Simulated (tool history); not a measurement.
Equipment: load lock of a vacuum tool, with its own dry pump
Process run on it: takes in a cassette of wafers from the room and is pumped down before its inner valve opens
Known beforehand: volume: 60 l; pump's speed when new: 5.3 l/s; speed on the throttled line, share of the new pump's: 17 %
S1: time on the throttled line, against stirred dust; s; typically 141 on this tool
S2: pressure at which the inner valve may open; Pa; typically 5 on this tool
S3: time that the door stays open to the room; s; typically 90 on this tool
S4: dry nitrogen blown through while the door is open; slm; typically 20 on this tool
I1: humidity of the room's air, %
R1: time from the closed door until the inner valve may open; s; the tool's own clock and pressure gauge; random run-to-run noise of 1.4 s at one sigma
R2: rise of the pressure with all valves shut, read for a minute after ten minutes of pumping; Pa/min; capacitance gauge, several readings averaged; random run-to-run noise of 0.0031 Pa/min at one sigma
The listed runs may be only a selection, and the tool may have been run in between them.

run	day	S1	S2	S3	S4	I1	R1	R2
1	0.000	141	5	90	20	45.0	245.5	0.113
2	10.596	141	5	90	20	45.0	246.5	0.118
3	17.088	141	5	90	20	44.1	247.2	0.119
4	25.104	141	5	90	20	45.7	247.7	0.124
5	32.600	141	5	90	20	46.8	244.8	0.122
6	40.838	141	5	29	20	45.0	246.2	0.091
7	46.579	141	5	29	20	46.4	246.5	0.094
8	54.025	141	5	29	20	44.8	246.1	0.091
9	61.608	141	5	29	9	44.4	244.7	0.094
10	70.742	141	5	90	20	45.1	242.7	0.133
11	76.783	129	5	90	20	44.7	238.8	0.135
12	81.208	141	5	90	20	44.0	247.4	0.135
13	90.888	141	5	90	20	46.2	249.1	0.139
14	97.996	141	5	90	20	49.2	247.6	0.138
15	106.896	141	5	90	20	43.8	247.5	0.135
16	111.329	141	5	90	20	46.2	249.6	0.140
17	120.212	141	5	90	20	44.7	250.7	0.137
18	128.879	141	5	119	20	44.3	248.3	0.147
19	135.138	141	5	119	20	43.2	248.0	0.154
20	145.638	141	5	119	20	46.8	249.2	0.158
21	153.725	77	5	119	15	47.3	199.1	0.176
22	160.471	77	9	119	15	44.6	190.4	0.167
23	171.029	124	7	119	15	45.7	230.2	0.170
24	178.233	124	7	119	15	43.5	231.1	0.172
25	182.696	141	5	140	12	45.6	252.0	0.188
26	189.238	141	5	140	12	47.2	251.7	0.194
27	195.058	119	5	90	20	46.9	234.6	0.164
28	200.146	99	5	91	20	44.9	217.9	0.149
29	210.133	99	5	91	20	46.5	217.7	0.163
30	220.012	99	5	91	20	43.6	217.5	0.153
31	229.212	99	5	135	20	47.4	219.7	0.184
32	238.438	99	5	135	20	47.2	219.3	0.185
33	246.962	141	5	163	20	50.3	253.1	0.208
34	256.412	141	5	163	20	44.4	252.5	0.203
35	262.450	141	5	63	19	42.8	254.6	0.154
36	270.433	86	5	229	10	44.1	212.1	0.247
37	280.354	94	4	90	20	42.5	222.7	0.169

Here are 3 independent what-if runs from the current tool condition. What would each one return?
A	290.600	123	5	90	20	42.4	?	?
B	290.600	141	6	28	20	44.3	?	?
C	290.600	271	5	90	20	45.8	?	?

run	R1	R2
A	240.7	0.173
B	250.3	0.132
C	362.5	0.180
Take away the tool's hidden state, keep each run's random variation, and the runs would have read:
run	R1	R2
A	216.9	0.063
B	227.9	0.024
C	344.3	0.072
